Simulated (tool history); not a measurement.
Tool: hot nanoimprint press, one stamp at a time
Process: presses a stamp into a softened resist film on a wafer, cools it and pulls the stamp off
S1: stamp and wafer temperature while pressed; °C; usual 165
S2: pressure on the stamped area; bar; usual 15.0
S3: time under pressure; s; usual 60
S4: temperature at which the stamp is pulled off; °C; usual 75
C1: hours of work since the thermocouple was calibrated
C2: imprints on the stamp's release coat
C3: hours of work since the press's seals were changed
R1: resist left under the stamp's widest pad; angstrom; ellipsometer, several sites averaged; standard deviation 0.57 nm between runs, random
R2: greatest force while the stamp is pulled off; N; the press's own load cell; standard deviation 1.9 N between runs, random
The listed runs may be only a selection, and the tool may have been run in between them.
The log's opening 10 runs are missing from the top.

Run 11, day 4.025: usual settings but S1 173 °C, S3 34 s; C1 163; C2 1095; C3 234. Result: R1 813 angstrom, R2 129 N.
Run 12, day 4.375: usual settings but S1 173 °C, S3 34 s; C1 167; C2 1118; C3 237. Result: R1 807 angstrom, R2 129 N.
Run 13, day 4.792: usual settings but S1 173 °C, S3 34 s; C1 171; C2 1146; C3 242. Result: R1 816 angstrom, R2 130 N.
Run 14, day 5.021: usual settings but S1 173 °C, S3 34 s; C1 173; C2 1161; C3 244. Result: R1 819 angstrom, R2 132 N.
Run 15, day 5.408: usual settings but S1 158 °C, S3 34 s; C1 177; C2 1188; C3 248. Result: R1 1704 angstrom, R2 130 N.
Run 16, day 5.750: usual settings but S1 176 °C, S3 43 s; C1 181; C2 1210; C3 251. Result: R1 623 angstrom, R2 132 N.
Run 17, day 5.967: usual settings but S1 160 °C, S2 15.1 bar, S4 60 °C; C1 183; C2 1225; C3 253. Result: R1 1293 angstrom, R2 163 N.
At day 6.117: plate thermocouple calibrated.
Run 18, day 6.550: usual settings but S2 17.1 bar, S3 80 s, S4 78 °C; C1 4; C2 1255; C3 258. Result: R1 808 angstrom, R2 124 N.
At day 7.175: plate thermocouple calibrated, once more.
Run 19, day 7.179: usual settings but S2 17.1 bar, S3 80 s, S4 78 °C; C1 0; C2 1289; C3 263. Result: R1 868 angstrom, R2 128 N.
Run 20, day 7.562: usual settings but S2 17.1 bar, S3 80 s, S4 78 °C; C1 4; C2 1315; C3 267. Result: R1 862 angstrom, R2 125 N.
Run 21, day 7.971: usual settings but S1 174 °C, S2 12.4 bar; C1 8; C2 1342; C3 271. Result: R1 693 angstrom, R2 134 N.
Run 22, day 8.354: usual settings but S2 22.0 bar, S3 91 s, S4 80 °C; C1 12; C2 1368; C3 275. Result: R1 729 angstrom, R2 122 N.
Run 23, day 8.746: usual settings but S1 161 °C, S2 22.0 bar, S3 36 s, S4 80 °C; C1 16; C2 1394; C3 279. Result: R1 1343 angstrom, R2 122 N.
Run 24, day 9.183: usual settings but S1 161 °C, S2 22.0 bar, S3 36 s, S4 80 °C; C1 20; C2 1423; C3 283. Result: R1 1341 angstrom, R2 123 N.
Run 25, day 9.542: usual settings but S1 169 °C, S2 12.8 bar, S3 69 s, S4 79 °C; C1 24; C2 1447; C3 287. Result: R1 842 angstrom, R2 129 N.
Run 26, day 9.846: usual settings but S3 115 s, S4 64 °C; C1 27; C2 1468; C3 290. Result: R1 775 angstrom, R2 156 N.
Run 27, day 10.079: usual settings but S1 173 °C, S3 62 s, S4 64 °C; C1 29; C2 1483; C3 292. Result: R1 643 angstrom, R2 159 N.
Run 28, day 10.333: usual settings; C1 32; C2 1501; C3 294. Result: R1 1026 angstrom, R2 139 N.
Run 29, day 10.825: usual settings; C1 36; C2 1533; C3 299. Result: R1 1026 angstrom, R2 136 N.
Run 30, day 11.162: usual settings but S4 68 °C; C1 40; C2 1556; C3 303. Result: R1 1033 angstrom, R2 149 N.

Consider 3 possible next runs. They are alternatives, not a sequence: every one starts from the tool as it was left by run 30. What does each give?
Run A, day 11.638: usual settings but S2 21.8 bar, S4 68 °C; C1 45; C2 1588; C3 307. Result: R1 ?, R2 ?.
Run B, day 11.638: usual settings but S1 158 °C, S2 18.4 bar, S4 68 °C; C1 45; C2 1588; C3 307. Result: R1 ?, R2 ?.
Run C, day 11.638: usual settings but S1 163 °C, S2 17.3 bar, S3 105 s, S4 68 °C; C1 45; C2 1588; C3 307. Result: R1 ?, R2 ?.

run    R1   R2
  A   864  148
  B  1385  151
  C   851  149
Without the tool's unlogged condition, the same runs would have read:
run    R1   R2
  A   862  130
  B  1387  133
  C   852  131

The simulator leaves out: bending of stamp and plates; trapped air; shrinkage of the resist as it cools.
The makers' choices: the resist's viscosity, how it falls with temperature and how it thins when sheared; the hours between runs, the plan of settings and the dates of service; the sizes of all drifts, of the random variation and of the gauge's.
